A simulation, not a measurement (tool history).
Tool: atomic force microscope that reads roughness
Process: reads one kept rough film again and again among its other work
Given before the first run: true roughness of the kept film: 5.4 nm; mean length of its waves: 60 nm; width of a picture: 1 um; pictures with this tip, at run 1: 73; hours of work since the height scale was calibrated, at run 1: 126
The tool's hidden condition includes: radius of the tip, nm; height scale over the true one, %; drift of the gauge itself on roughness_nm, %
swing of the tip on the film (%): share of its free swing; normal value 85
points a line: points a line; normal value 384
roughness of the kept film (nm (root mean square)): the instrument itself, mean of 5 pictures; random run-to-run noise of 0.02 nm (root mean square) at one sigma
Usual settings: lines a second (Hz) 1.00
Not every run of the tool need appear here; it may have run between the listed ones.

| run | hour | lines a second (Hz) | swing of the tip on the film (%) | points a line | pictures with this tip | hours of work since the height scale was calibrated | roughness of the kept film (nm (root mean square)) |
|---|---|---|---|---|---|---|---|
| 1 | 0.0 | 1.00 | 85 | 384 | 73 | 126 | 4.657 |
| 2 | 27.9 | 1.00 | 85 | 384 | 96 | 138 | 4.622 |
|  | 47.7 | new tip fitted |
| 3 | 48.0 | 1.00 | 85 | 384 | 0 | 147 | 4.839 |
| 4 | 75.8 | 1.00 | 85 | 384 | 22 | 159 | 4.781 |
| 5 | 105.0 | 1.34 | 85 | 384 | 46 | 171 | 4.581 |
| 6 | 129.9 | 1.34 | 85 | 384 | 65 | 182 | 4.528 |
| 7 | 158.9 | 1.34 | 85 | 384 | 88 | 194 | 4.489 |
| 8 | 173.2 | 1.34 | 85 | 384 | 100 | 200 | 4.459 |
|  | 187.7 | new tip fitted |
| 9 | 190.4 | 1.34 | 85 | 384 | 2 | 208 | 4.710 |
| 10 | 203.9 | 1.34 | 68 | 384 | 13 | 213 | 4.972 |
| 11 | 222.0 | 0.64 | 85 | 384 | 27 | 221 | 4.928 |
| 12 | 250.9 | 0.64 | 85 | 384 | 50 | 233 | 4.865 |
| 13 | 271.5 | 1.00 | 69 | 384 | 67 | 242 | 4.852 |
| 14 | 290.2 | 1.00 | 85 | 374 | 82 | 250 | 4.582 |
| 15 | 304.3 | 1.00 | 67 | 374 | 93 | 256 | 4.847 |
| 16 | 318.8 | 2.88 | 85 | 384 | 104 | 263 | 4.022 |
|  | 327.1 | new tip fitted |
| 17 | 340.8 | 2.88 | 85 | 384 | 10 | 272 | 4.222 |
| 18 | 358.0 | 0.52 | 85 | 384 | 24 | 279 | 4.950 |
| 19 | 373.2 | 1.00 | 85 | 322 | 36 | 286 | 4.755 |
| 20 | 388.7 | 1.00 | 85 | 322 | 49 | 292 | 4.688 |
| 21 | 400.9 | 1.00 | 85 | 322 | 58 | 297 | 4.677 |
| 22 | 423.0 | 1.00 | 85 | 322 | 76 | 307 | 4.608 |
| 23 | 435.7 | 1.00 | 85 | 322 | 86 | 312 | 4.591 |
| 24 | 448.8 | 1.00 | 85 | 322 | 96 | 318 | 4.608 |
|  | 469.3 | new tip fitted |
| 25 | 472.9 | 1.00 | 60 | 384 | 3 | 328 | 5.099 |
| 26 | 498.4 | 1.00 | 64 | 294 | 23 | 339 | 5.028 |
| 27 | 512.7 | 2.59 | 62 | 726 | 35 | 345 | 4.850 |
| 28 | 536.4 | 0.81 | 76 | 384 | 54 | 355 | 4.863 |
| 29 | 548.9 | 0.81 | 76 | 384 | 64 | 361 | 4.855 |
| 30 | 566.0 | 1.54 | 85 | 384 | 77 | 368 | 4.470 |
| 31 | 593.5 | 1.00 | 71 | 386 | 99 | 380 | 4.776 |
|  | 608.4 | new tip fitted |
| 32 | 615.7 | 2.16 | 83 | 384 | 5 | 389 | 4.490 |
| 33 | 636.4 | 3.73 | 68 | 824 | 22 | 398 | 4.620 |
| 34 | 661.5 | 0.85 | 70 | 507 | 42 | 409 | 4.988 |
| 35 | 677.9 | 1.00 | 73 | 931 | 55 | 416 | 4.855 |
| 36 | 703.2 | 1.00 | 65 | 931 | 75 | 427 | 4.900 |
| 37 | 726.8 | 1.00 | 65 | 931 | 94 | 437 | 4.865 |
|  | 749.0 | new tip fitted |
| 38 | 750.7 | 0.97 | 80 | 389 | 1 | 447 | 4.967 |
| 39 | 765.1 | 1.74 | 77 | 268 | 13 | 453 | 4.701 |
| 40 | 778.6 | 1.74 | 75 | 478 | 24 | 459 | 4.784 |
| 41 | 805.6 | 0.53 | 77 | 359 | 45 | 470 | 4.942 |
| 42 | 829.8 | 1.00 | 73 | 707 | 64 | 481 | 4.865 |
| 43 | 846.0 | 1.00 | 73 | 707 | 77 | 487 | 4.836 |
| 44 | 871.0 | 0.73 | 85 | 700 | 97 | 498 | 4.687 |
|  | 888.8 | new tip fitted |
| 45 | 895.4 | 1.39 | 74 | 392 | 5 | 508 | 4.913 |
| 46 | 920.4 | 2.72 | 87 | 542 | 25 | 519 | 4.192 |
| 47 | 940.3 | 2.72 | 87 | 542 | 41 | 528 | 4.154 |
| 48 | 952.8 | 3.07 | 84 | 884 | 51 | 533 | 4.139 |
| 49 | 976.4 | 0.91 | 84 | 916 | 69 | 543 | 4.790 |

Here are 3 independent what-if runs from the current tool condition. What would each one return?
| A | 999.9 | 0.78 | 68 | 916 | 88 | 553 | ? |
| B | 999.9 | 1.15 | 56 | 397 | 88 | 553 | ? |
| C | 999.9 | 2.40 | 80 | 529 | 88 | 553 | ? |

| run | roughness of the kept film (nm (root mean square)) |
|---|---|
| A | 4.877 |
| B | 4.909 |
| C | 4.385 |
Without the tool's unlogged condition, the same runs would have read:
| run | roughness of the kept film (nm (root mean square)) |
|---|---|
| A | 5.083 |
| B | 5.116 |
| C | 4.570 |
